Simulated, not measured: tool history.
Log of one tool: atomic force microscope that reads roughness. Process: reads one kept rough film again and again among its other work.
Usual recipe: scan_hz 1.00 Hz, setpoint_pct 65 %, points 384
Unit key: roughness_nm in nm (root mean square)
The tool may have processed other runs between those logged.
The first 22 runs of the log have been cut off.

run	day	scan_hz	setpoint_pct	points	pictures with this tip	hours of work since the height scale was calibrated	roughness_nm
23	15.379	1.00	59	384	285	607	2.147
24	15.829	2.21	78	318	312	615	1.903
# day 16.262: new tip fitted
25	16.492	0.52	78	318	13	626	2.949
26	17.204	3.62	87	384	55	639	2.276
27	18.188	1.36	83	384	113	656	2.451
28	18.900	1.01	80	448	155	669	2.414
29	19.679	2.93	65	378	201	683	2.257
30	20.362	2.93	65	378	241	695	2.165
31	20.958	1.25	57	384	276	705	2.175
32	21.642	1.25	57	384	316	717	2.090
# day 21.992: new tip fitted
33	22.362	1.25	57	384	21	730	2.927
34	23.046	1.44	65	629	62	742	2.745
35	23.454	1.44	55	629	85	749	2.723
36	24.075	1.44	55	629	122	760	2.606

Alternative continuations, all from the tool just after run 36; predict every row:
A	24.533	1.44	55	629	149	768	?
B	24.533	1.14	87	706	149	768	?
C	24.533	0.89	69	304	149	768	?
D	24.533	0.96	55	629	149	768	?
E	24.533	1.00	87	850	149	768	?

run	roughness_nm
A	2.543
B	2.376
C	2.449
D	2.549
E	2.381
Stripped of hidden state, with their random variation kept, the same runs would have yielded:
run	roughness_nm
A	3.108
B	2.903
C	2.992
D	3.113
E	2.911

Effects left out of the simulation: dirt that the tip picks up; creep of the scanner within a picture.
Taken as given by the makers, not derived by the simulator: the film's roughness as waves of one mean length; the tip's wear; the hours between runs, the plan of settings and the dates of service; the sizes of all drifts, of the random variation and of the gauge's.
